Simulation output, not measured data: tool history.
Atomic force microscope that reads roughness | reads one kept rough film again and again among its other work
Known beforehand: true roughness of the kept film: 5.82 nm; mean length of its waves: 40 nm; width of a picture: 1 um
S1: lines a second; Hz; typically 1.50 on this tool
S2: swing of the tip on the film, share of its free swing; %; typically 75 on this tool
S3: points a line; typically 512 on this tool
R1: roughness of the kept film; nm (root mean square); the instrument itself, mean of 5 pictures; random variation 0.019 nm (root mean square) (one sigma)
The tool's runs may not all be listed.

| run | hour | S1 | S2 | S3 | R1 |
|---|---|---|---|---|---|
| 1 | 0.0 | 1.50 | 75 | 512 | 3.703 |
| 2 | 10.1 | 1.50 | 75 | 512 | 3.640 |
| 3 | 19.5 | 1.50 | 75 | 512 | 3.591 |
| 4 | 30.8 | 1.50 | 75 | 512 | 3.532 |
| 5 | 39.8 | 1.50 | 55 | 512 | 3.703 |
| 6 | 46.9 | 1.50 | 55 | 512 | 3.714 |
|  | 50.1 | new tip fitted |
| 7 | 52.7 | 1.50 | 55 | 512 | 4.830 |
| 8 | 60.2 | 1.50 | 55 | 512 | 4.773 |
| 9 | 70.6 | 3.80 | 75 | 512 | 3.833 |
| 10 | 82.2 | 0.66 | 75 | 512 | 4.540 |
| 11 | 87.5 | 0.66 | 75 | 512 | 4.486 |
| 12 | 92.2 | 0.66 | 75 | 488 | 4.495 |
| 13 | 100.7 | 1.50 | 65 | 512 | 4.350 |
| 14 | 105.5 | 0.80 | 75 | 512 | 4.330 |
| 15 | 113.4 | 0.80 | 75 | 512 | 4.259 |
| 16 | 118.6 | 0.80 | 75 | 512 | 4.245 |
| 17 | 123.5 | 0.58 | 75 | 512 | 4.281 |
| 18 | 133.7 | 0.58 | 75 | 512 | 4.247 |
| 19 | 139.8 | 2.16 | 75 | 355 | 3.771 |
| 20 | 149.3 | 3.35 | 59 | 467 | 3.924 |
| 21 | 156.2 | 0.79 | 61 | 400 | 4.107 |
| 22 | 162.7 | 1.76 | 70 | 270 | 3.789 |
| 23 | 173.6 | 1.76 | 57 | 422 | 3.960 |
| 24 | 181.2 | 1.11 | 57 | 917 | 3.975 |
| 25 | 186.3 | 1.11 | 57 | 917 | 3.928 |
| 26 | 192.9 | 3.38 | 70 | 512 | 3.398 |
| 27 | 199.6 | 1.50 | 88 | 324 | 3.293 |
| 28 | 209.7 | 1.50 | 78 | 263 | 3.440 |
| 29 | 217.4 | 1.83 | 75 | 296 | 3.383 |
| 30 | 228.6 | 3.25 | 87 | 512 | 2.710 |
| 31 | 234.3 | 0.55 | 76 | 551 | 3.611 |
|  | 240.5 | new tip fitted |
| 32 | 240.6 | 1.50 | 79 | 298 | 4.469 |
| 33 | 247.1 | 1.50 | 79 | 298 | 4.391 |
| 34 | 257.2 | 0.80 | 75 | 368 | 4.646 |

Run 35, settings as shown, results not yet in. Your forecast:
| 35 | 266.6 | 1.50 | 60 | 512 | ? |

{"run 35": {"R1": 4.619}}
Take away the tool's hidden state, keep the run-to-run variation as it was, and the same run would have given R1 4.858 nm (root mean square).

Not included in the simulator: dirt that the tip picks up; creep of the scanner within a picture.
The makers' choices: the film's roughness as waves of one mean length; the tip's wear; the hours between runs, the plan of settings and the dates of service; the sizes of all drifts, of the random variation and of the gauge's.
